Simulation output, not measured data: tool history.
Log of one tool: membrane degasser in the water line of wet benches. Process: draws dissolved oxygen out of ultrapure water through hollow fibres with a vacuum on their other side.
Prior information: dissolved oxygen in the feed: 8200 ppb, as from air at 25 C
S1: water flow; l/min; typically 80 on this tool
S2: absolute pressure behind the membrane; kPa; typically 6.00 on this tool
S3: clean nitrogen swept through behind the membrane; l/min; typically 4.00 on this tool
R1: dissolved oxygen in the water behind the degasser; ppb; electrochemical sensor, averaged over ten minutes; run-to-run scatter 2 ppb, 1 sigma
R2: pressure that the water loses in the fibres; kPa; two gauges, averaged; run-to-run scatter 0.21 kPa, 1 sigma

run	hour	S1	S2	S3	R1	R2
1	0.0	80	6.00	4.00	224.1	49.38
2	246.7	80	6.00	4.00	224.5	49.49
3	444.8	80	9.64	4.00	374.5	49.78
# hour 468.9: seals of the vacuum lines changed
4	675.0	80	9.64	4.00	375.5	49.90
5	862.6	80	9.64	4.00	381.1	49.38
6	1001.3	80	6.00	8.25	168.4	49.60
7	1235.7	80	6.00	8.25	167.7	49.71
8	1455.5	80	6.00	8.25	168.8	49.68
9	1592.6	80	6.00	8.25	170.4	49.69
10	1729.9	80	6.00	4.00	226.8	49.67
# hour 1752.3: vacuum gauge calibrated
11	1990.3	52	6.00	4.00	100.6	32.33
12	2118.5	80	7.42	4.00	288.2	50.01
13	2244.8	80	7.42	4.00	290.8	50.01
14	2378.7	80	4.32	4.00	158.2	50.13
15	2556.6	80	6.00	4.00	234.2	50.24
# hour 2728.0: vacuum gauge calibrated, once more
16	2814.6	80	6.00	4.00	228.8	50.34
17	3026.1	80	6.00	4.00	228.0	50.22
18	3231.4	80	6.00	4.00	230.1	49.91
19	3453.6	80	6.00	4.00	237.8	50.18
20	3666.1	80	6.00	4.00	230.1	50.66
21	3849.7	80	6.00	4.00	230.8	50.43
22	4061.3	77	9.62	2.17	526.8	48.56
23	4204.1	72	7.34	4.15	233.7	45.24
24	4337.1	109	6.00	4.00	454.8	69.13
25	4460.2	109	6.00	4.00	467.6	68.74
26	4619.3	53	10.95	5.56	194.0	33.57

Forecast run 27:
27	4820.1	80	4.42	4.34	?	?

{"run 27": {"R1": 164.1, "R2": 50.79}}
With no hidden state in the tool, this same run would have given R1 129.3 ppb, R2 47.04 kPa.

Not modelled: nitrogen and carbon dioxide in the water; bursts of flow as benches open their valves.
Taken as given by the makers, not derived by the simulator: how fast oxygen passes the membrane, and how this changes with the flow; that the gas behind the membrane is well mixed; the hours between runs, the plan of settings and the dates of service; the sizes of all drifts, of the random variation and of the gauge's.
